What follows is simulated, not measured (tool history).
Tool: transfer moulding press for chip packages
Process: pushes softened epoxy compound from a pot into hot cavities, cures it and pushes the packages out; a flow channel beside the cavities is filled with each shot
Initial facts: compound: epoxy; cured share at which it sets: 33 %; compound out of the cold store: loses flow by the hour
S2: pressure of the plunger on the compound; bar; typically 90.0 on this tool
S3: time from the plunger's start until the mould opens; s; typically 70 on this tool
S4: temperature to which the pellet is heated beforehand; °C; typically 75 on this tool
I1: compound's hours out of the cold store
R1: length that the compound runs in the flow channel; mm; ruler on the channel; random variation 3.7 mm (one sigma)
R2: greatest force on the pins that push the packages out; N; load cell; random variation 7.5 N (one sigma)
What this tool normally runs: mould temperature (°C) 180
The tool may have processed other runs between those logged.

{"run": 1, "hour": 0.0, "mould temperature (°C)": 180, "S2": 90.0, "S3": 70, "S4": 75, "I1": 34.4, "R1": 742, "R2": 308}
{"hour": 59.7, "done": "cavities cleaned with cleaning compound and waxed"}
{"run": 2, "hour": 74.9, "mould temperature (°C)": 180, "S2": 85.2, "S3": 70, "S4": 75, "I1": 16.9, "R1": 768, "R2": 383}
{"hour": 119.8, "done": "cavities cleaned with cleaning compound and waxed"}
{"hour": 125.6, "done": "mould's thermocouples calibrated"}
{"hour": 128.1, "done": "plunger's sealing rings changed"}
{"run": 3, "hour": 134.3, "mould temperature (°C)": 180, "S2": 85.2, "S3": 70, "S4": 75, "I1": 35.1, "R1": 750, "R2": 366}
{"hour": 185.5, "done": "cavities cleaned with cleaning compound and waxed"}
{"run": 4, "hour": 216.3, "mould temperature (°C)": 180, "S2": 85.2, "S3": 70, "S4": 75, "I1": 28.1, "R1": 770, "R2": 460}
{"hour": 246.0, "done": "cavities cleaned with cleaning compound and waxed"}
{"run": 5, "hour": 294.9, "mould temperature (°C)": 180, "S2": 85.2, "S3": 70, "S4": 75, "I1": 8.3, "R1": 842, "R2": 559}
{"hour": 305.9, "done": "cavities cleaned with cleaning compound and waxed"}
{"run": 6, "hour": 348.9, "mould temperature (°C)": 180, "S2": 90.0, "S3": 79, "S4": 75, "I1": 21.0, "R1": 803, "R2": 370}
{"hour": 369.7, "done": "cavities cleaned with cleaning compound and waxed"}
{"run": 7, "hour": 395.8, "mould temperature (°C)": 180, "S2": 90.0, "S3": 79, "S4": 77, "I1": 16.9, "R1": 810, "R2": 340}
{"hour": 431.2, "done": "cavities cleaned with cleaning compound and waxed"}
{"run": 8, "hour": 462.2, "mould temperature (°C)": 180, "S2": 90.0, "S3": 79, "S4": 77, "I1": 16.3, "R1": 809, "R2": 337}
{"hour": 494.4, "done": "cavities cleaned with cleaning compound and waxed"}
{"run": 9, "hour": 508.5, "mould temperature (°C)": 180, "S2": 90.0, "S3": 79, "S4": 77, "I1": 38.8, "R1": 719, "R2": 274}
{"run": 10, "hour": 548.1, "mould temperature (°C)": 180, "S2": 90.0, "S3": 79, "S4": 77, "I1": 34.0, "R1": 729, "R2": 362}
{"hour": 554.0, "done": "cavities cleaned with cleaning compound and waxed"}
{"hour": 562.8, "done": "plunger's sealing rings changed"}
{"run": 11, "hour": 611.6, "mould temperature (°C)": 180, "S2": 90.0, "S3": 79, "S4": 77, "I1": 13.4, "R1": 848, "R2": 394}
{"hour": 619.3, "done": "cavities cleaned with cleaning compound and waxed"}
{"run": 12, "hour": 653.0, "mould temperature (°C)": 180, "S2": 90.0, "S3": 70, "S4": 79, "I1": 25.5, "R1": 800, "R2": 457}
{"hour": 678.7, "done": "cavities cleaned with cleaning compound and waxed"}
{"run": 13, "hour": 708.7, "mould temperature (°C)": 180, "S2": 90.0, "S3": 70, "S4": 79, "I1": 19.4, "R1": 815, "R2": 443}
{"hour": 738.4, "done": "cavities cleaned with cleaning compound and waxed"}
{"run": 14, "hour": 766.4, "mould temperature (°C)": 180, "S2": 68.7, "S3": 83, "S4": 75, "I1": 20.4, "R1": 700, "R2": 298}
{"hour": 798.3, "done": "cavities cleaned with cleaning compound and waxed"}
{"run": 15, "hour": 838.0, "mould temperature (°C)": 180, "S2": 70.8, "S3": 70, "S4": 74, "I1": 22.4, "R1": 701, "R2": 471}
{"hour": 859.0, "done": "cavities cleaned with cleaning compound and waxed"}
{"run": 16, "hour": 904.9, "mould temperature (°C)": 186, "S2": 90.0, "S3": 70, "S4": 75, "I1": 42.3, "R1": 689, "R2": 325}
{"hour": 920.6, "done": "cavities cleaned with cleaning compound and waxed"}
{"run": 17, "hour": 961.2, "mould temperature (°C)": 186, "S2": 90.0, "S3": 107, "S4": 72, "I1": 11.0, "R1": 793, "R2": 238}
{"hour": 981.0, "done": "cavities cleaned with cleaning compound and waxed"}
{"hour": 1000.7, "done": "mould's thermocouples calibrated"}
{"hour": 1003.2, "done": "plunger's sealing rings changed"}
{"hour": 1043.3, "done": "cavities cleaned with cleaning compound and waxed"}
{"run": 18, "hour": 1043.3, "mould temperature (°C)": 183, "S2": 90.0, "S3": 80, "S4": 75, "I1": 41.4, "R1": 739, "R2": 184}
{"hour": 1107.8, "done": "cavities cleaned with cleaning compound and waxed"}
{"run": 19, "hour": 1127.3, "mould temperature (°C)": 179, "S2": 79.1, "S3": 81, "S4": 71, "I1": 15.3, "R1": 782, "R2": 324}
{"hour": 1171.0, "done": "cavities cleaned with cleaning compound and waxed"}
{"run": 20, "hour": 1200.2, "mould temperature (°C)": 180, "S2": 90.0, "S3": 70, "S4": 72, "I1": 24.9, "R1": 788, "R2": 440}
{"hour": 1234.1, "done": "cavities cleaned with cleaning compound and waxed"}
{"run": 21, "hour": 1275.6, "mould temperature (°C)": 180, "S2": 90.0, "S3": 61, "S4": 76, "I1": 18.0, "R1": 807, "R2": 711}
{"hour": 1297.8, "done": "cavities cleaned with cleaning compound and waxed"}
{"run": 22, "hour": 1334.9, "mould temperature (°C)": 177, "S2": 107.4, "S3": 61, "S4": 70, "I1": 41.5, "R1": 802, "R2": 723}
{"hour": 1360.3, "done": "cavities cleaned with cleaning compound and waxed"}
{"run": 23, "hour": 1395.4, "mould temperature (°C)": 186, "S2": 84.6, "S3": 51, "S4": 65, "I1": 27.7, "R1": 718, "R2": 785}
{"hour": 1418.4, "done": "cavities cleaned with cleaning compound and waxed"}
{"hour": 1435.9, "done": "plunger's sealing rings changed"}
{"run": 24, "hour": 1475.2, "mould temperature (°C)": 186, "S2": 84.6, "S3": 51, "S4": 65, "I1": 10.3, "R1": 821, "R2": 962}
{"hour": 1482.2, "done": "cavities cleaned with cleaning compound and waxed"}
{"hour": 1542.5, "done": "cavities cleaned with cleaning compound and waxed"}
{"run": 25, "hour": 1544.7, "mould temperature (°C)": 176, "S2": 90.2, "S3": 107, "S4": 75, "I1": 48.0, "R1": 728, "R2": 178}

Forecast each of these 5 alternatives for the next run:
{"run": "A", "hour": 1587.1, "mould temperature (°C)": 180, "S2": 90.0, "S3": 82, "S4": 75, "I1": 40.7, "R1": "?", "R2": "?"}
{"run": "B", "hour": 1587.1, "mould temperature (°C)": 176, "S2": 74.8, "S3": 99, "S4": 72, "I1": 17.9, "R1": "?", "R2": "?"}
{"run": "C", "hour": 1587.1, "mould temperature (°C)": 180, "S2": 95.6, "S3": 78, "S4": 75, "I1": 13.9, "R1": "?", "R2": "?"}
{"run": "D", "hour": 1587.1, "mould temperature (°C)": 176, "S2": 90.2, "S3": 107, "S4": 75, "I1": 41.4, "R1": "?", "R2": "?"}
{"run": "E", "hour": 1587.1, "mould temperature (°C)": 181, "S2": 90.6, "S3": 107, "S4": 77, "I1": 29.1, "R1": "?", "R2": "?"}

run=A R1=735 R2=312
run=B R1=759 R2=299
run=C R1=856 R2=372
run=D R1=746 R2=265
run=E R1=777 R2=255
With no hidden state in the tool, these same runs would have given:
run=A R1=756 R2=206
run=B R1=781 R2=196
run=C R1=881 R2=250
run=D R1=768 R2=168
run=E R1=800 R2=162
